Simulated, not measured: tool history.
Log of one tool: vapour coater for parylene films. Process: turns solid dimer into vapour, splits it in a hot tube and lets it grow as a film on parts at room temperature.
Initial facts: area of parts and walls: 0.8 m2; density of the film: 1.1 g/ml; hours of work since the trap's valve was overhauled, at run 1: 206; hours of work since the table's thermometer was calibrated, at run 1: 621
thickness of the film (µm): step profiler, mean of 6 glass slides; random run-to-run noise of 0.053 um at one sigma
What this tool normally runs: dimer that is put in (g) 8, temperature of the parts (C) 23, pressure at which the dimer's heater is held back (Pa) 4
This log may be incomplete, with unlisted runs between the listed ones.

run,hour,dimer that is put in (g),temperature of the parts (C),pressure at which the dimer's heater is held back (Pa),hours of work since the trap's valve was overhauled,hours of work since the table's thermometer was calibrated,thickness of the film (µm)
1,0,8,23,4,206,621,5.71
2,15.9,9,23,4,218,633,6.37
3,31.9,9,23,4,230,645,6.26
4,47.4,8,17,4,242,657,7.52
5,67.7,8,17,4,257,672,7.49
6,93.8,8,23,4,277,692,5.58
7,113,8,23,4,291,706,5.5
8,132.2,11,23,4,306,721,7.51
# hour 138.9: trap's valve overhauled
9,153.5,8,23,5.81,11,734,5.89
10,167.8,7,23,4,22,744,5.35
11,190.5,7,23,4,39,761,5.38
12,203.7,7,23,4,49,771,5.34
13,227.3,7,23,4,67,789,5.3
14,258.6,7,23,4,90,813,5.29
15,284.9,7,23,4,110,833,5.19
16,303.4,7,23,4,124,846,5.19
17,327.9,8,23,4,142,865,5.92
18,343.9,8,26,4,154,877,4.96
19,370.5,8,20,4,174,897,6.7
20,401.7,8,20,4,198,921,6.68
21,423,8,20,4,214,937,6.62
22,449.9,8,20,4,234,957,6.56
23,478.3,8,20,4,256,978,6.57
24,504.8,8,20,4,276,998,6.46
25,526.2,12,25,3.79,292,1014,7.65
26,538.9,8,30,2.42,301,1024,4.22
# hour 552.5: trap's valve overhauled
27,564.2,4,34,4.45,9,1040,1.8
# hour 568: table's thermometer calibrated
28,596.7,4,34,6.53,33,22,1.65
29,622.5,5,29,3.71,52,41,2.91
30,635.8,5,29,3.71,62,51,2.87
31,655.7,5,19,7.44,77,66,4.22
# hour 661.8: table's thermometer calibrated, once more
32,688.2,5,19,7.44,101,20,4.01
33,707.8,3,23,10.63,115,35,1.88
34,733,10,23,2.2,134,54,7.89
35,753.9,10,33,2.93,150,69,4.61
36,771.8,13,23,4,164,83,9.38
37,797.9,13,17,4,183,103,12.38
38,813.5,8,31,9.91,195,114,3.28
39,832.1,8,31,9.91,209,128,3.3
40,853.6,8,31,9.91,225,144,3.3
41,885.2,8,18,7.17,249,168,6.51
42,910.7,7,18,2.32,268,188,6.74
43,938.2,8,17,2.25,289,208,7.89
44,959.3,8,17,2.25,305,224,7.86
# hour 967.7: trap's valve overhauled
45,984.9,6,18,2.91,13,240,6.24
46,1008.7,7,25,3.44,31,258,5.01

Results for each run, recomputed without the tool's hidden state and with each run's random variation untouched:
The hidden state here: vapour lost through the trap's worn valve, %; true temperature of the parts over the reading, C; drift of the gauge itself on film_um, %.
run,thickness of the film (µm)
1,6.12
2,6.85
3,6.77
4,8.17
5,8.18
6,6.14
7,6.08
8,8.36
9,5.84
10,5.32
11,5.38
12,5.36
13,5.35
14,5.39
15,5.33
16,5.35
17,6.14
18,5.16
19,7.03
20,7.06
21,7.04
22,7.03
23,7.1
24,7.04
25,8.39
26,4.64
27,1.77
28,1.63
29,2.9
30,2.87
31,4.24
32,4.17
33,1.97
34,8.31
35,4.89
36,9.99
37,13.28
38,3.54
39,3.57
40,3.59
41,7.16
42,7.47
43,8.92
44,8.94
45,6.19
46,5.01

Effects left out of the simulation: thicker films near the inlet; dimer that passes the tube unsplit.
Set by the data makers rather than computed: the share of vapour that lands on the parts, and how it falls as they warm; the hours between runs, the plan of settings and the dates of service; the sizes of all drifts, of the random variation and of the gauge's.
